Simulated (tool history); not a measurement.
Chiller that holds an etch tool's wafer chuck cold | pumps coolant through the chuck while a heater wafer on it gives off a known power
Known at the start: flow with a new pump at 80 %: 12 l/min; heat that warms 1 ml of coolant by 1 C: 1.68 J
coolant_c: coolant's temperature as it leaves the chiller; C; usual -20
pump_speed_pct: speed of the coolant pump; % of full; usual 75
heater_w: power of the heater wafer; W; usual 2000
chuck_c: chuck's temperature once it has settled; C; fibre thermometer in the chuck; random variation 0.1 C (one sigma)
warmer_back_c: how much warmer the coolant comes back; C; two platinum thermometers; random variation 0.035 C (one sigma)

| run | hour | coolant_c | pump_speed_pct | heater_w | chuck_c | warmer_back_c |
|---|---|---|---|---|---|---|
| 1 | 0.0 | -20 | 75 | 2000 | -5.0 | 6.34 |
| 2 | 103.5 | -20 | 75 | 2000 | -4.9 | 6.35 |
| 3 | 167.3 | -20 | 75 | 2000 | -5.1 | 6.28 |
| 4 | 257.7 | -20 | 75 | 1910 | -5.7 | 6.10 |
| 5 | 326.5 | -20 | 75 | 2000 | -5.0 | 6.35 |
| 6 | 411.7 | -20 | 75 | 2000 | -5.0 | 6.34 |
| 7 | 518.0 | -20 | 75 | 2000 | -5.0 | 6.45 |
| 8 | 616.8 | -20 | 75 | 2000 | -5.2 | 6.39 |
| 9 | 664.9 | -20 | 75 | 1229 | -11.0 | 4.11 |
| 10 | 721.3 | -20 | 75 | 1229 | -10.8 | 4.08 |
| 11 | 829.9 | -25 | 75 | 2000 | -10.3 | 6.54 |
| 12 | 923.2 | -20 | 61 | 2000 | -3.0 | 7.98 |
| 13 | 1005.9 | -11 | 75 | 2000 | 3.8 | 6.57 |
| 14 | 1072.9 | -11 | 75 | 1097 | -2.8 | 3.73 |
| 15 | 1150.6 | -11 | 75 | 1097 | -2.8 | 3.76 |
| 16 | 1214.3 | -27 | 75 | 2000 | -12.0 | 6.61 |
| 17 | 1277.6 | -20 | 86 | 1163 | -12.0 | 3.55 |
| 18 | 1326.8 | -27 | 79 | 2000 | -12.5 | 6.36 |
| 19 | 1436.6 | -20 | 75 | 2295 | -2.9 | 7.62 |
| 20 | 1488.6 | -21 | 63 | 2000 | -4.3 | 7.87 |
| 21 | 1533.3 | -24 | 73 | 1665 | -11.3 | 5.86 |
| 22 | 1613.5 | -24 | 73 | 1244 | -14.4 | 4.43 |
|  | 1621.1 | gauge calibrated |
| 23 | 1670.3 | -17 | 65 | 2435 | 2.8 | 8.77 |
| 24 | 1761.5 | -17 | 65 | 2435 | 2.5 | 8.89 |
| 25 | 1843.6 | -10 | 65 | 1499 | 2.2 | 5.52 |
| 26 | 1894.4 | -15 | 77 | 2366 | 2.5 | 7.37 |
|  | 1967.9 | chiller's thermometer calibrated |
| 27 | 1969.8 | -15 | 77 | 2366 | 2.4 | 7.34 |
| 28 | 2034.6 | -20 | 75 | 1602 | -7.9 | 5.21 |
| 29 | 2115.4 | -20 | 75 | 1602 | -8.0 | 5.19 |
| 30 | 2204.3 | -20 | 75 | 1602 | -8.0 | 5.25 |
| 31 | 2268.0 | -12 | 75 | 1632 | 0.3 | 5.38 |

4 ways to go on from here, each from the tool as it stands after run 31. What would each give?
| A | 2374.6 | -23 | 94 | 1632 | ? | ? |
| B | 2374.6 | -13 | 69 | 1632 | ? | ? |
| C | 2374.6 | -20 | 63 | 2183 | ? | ? |
| D | 2374.6 | -20 | 75 | 2944 | ? | ? |

| run | chuck_c | warmer_back_c |
|---|---|---|
| A | -12.2 | 4.38 |
| B | -0.3 | 5.80 |
| C | -2.1 | 8.36 |
| D | 2.1 | 9.57 |
Without the tool's hidden state the same runs would have given:
| run | chuck_c | warmer_back_c |
|---|---|---|
| A | -12.2 | 4.17 |
| B | -0.3 | 5.59 |
| C | -2.1 | 8.16 |
| D | 2.1 | 9.37 |
